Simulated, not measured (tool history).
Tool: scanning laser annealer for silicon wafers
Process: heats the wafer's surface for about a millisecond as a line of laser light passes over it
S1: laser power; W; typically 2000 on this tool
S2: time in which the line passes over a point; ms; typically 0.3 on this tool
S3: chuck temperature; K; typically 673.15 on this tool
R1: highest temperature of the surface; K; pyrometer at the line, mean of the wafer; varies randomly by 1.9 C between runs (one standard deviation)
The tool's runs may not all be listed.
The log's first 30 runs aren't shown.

| run | hour | S1 | S2 | S3 | R1 |
|---|---|---|---|---|---|
| 31 | 1887.4 | 2000 | 0.216 | 673.15 | 1366.15 |
| 32 | 1938.2 | 1937 | 0.375 | 688.15 | 1591.15 |
|  | 1994.1 | window over the wafer cleaned |
| 33 | 2010.1 | 2000 | 0.274 | 649.15 | 1437.15 |
| 34 | 2064.7 | 2000 | 0.274 | 649.15 | 1441.15 |
| 35 | 2117.8 | 1857 | 0.3 | 678.15 | 1437.15 |
| 36 | 2154.4 | 1857 | 0.3 | 678.15 | 1435.15 |
| 37 | 2217 | 1857 | 0.3 | 678.15 | 1432.15 |
| 38 | 2273.6 | 1990 | 0.33 | 642.15 | 1514.15 |
| 39 | 2309.3 | 2000 | 0.344 | 710.15 | 1610.15 |
| 40 | 2383.2 | 2000 | 0.3 | 636.15 | 1467.15 |
| 41 | 2436.4 | 1827 | 0.375 | 641.15 | 1476.15 |

Here are 3 independent what-if runs from the current tool condition. What would each one return?
| A | 2472.3 | 1827 | 0.307 | 641.15 | ? |
| B | 2472.3 | 1827 | 0.375 | 654.15 | ? |
| C | 2472.3 | 1779 | 0.214 | 641.15 | ? |

| run | R1 |
|---|---|
| A | 1391.15 |
| B | 1490.15 |
| C | 1235.15 |
What these runs would have given with no unlogged condition in the tool:
| run | R1 |
|---|---|
| A | 1391.15 |
| B | 1490.15 |
| C | 1236.15 |
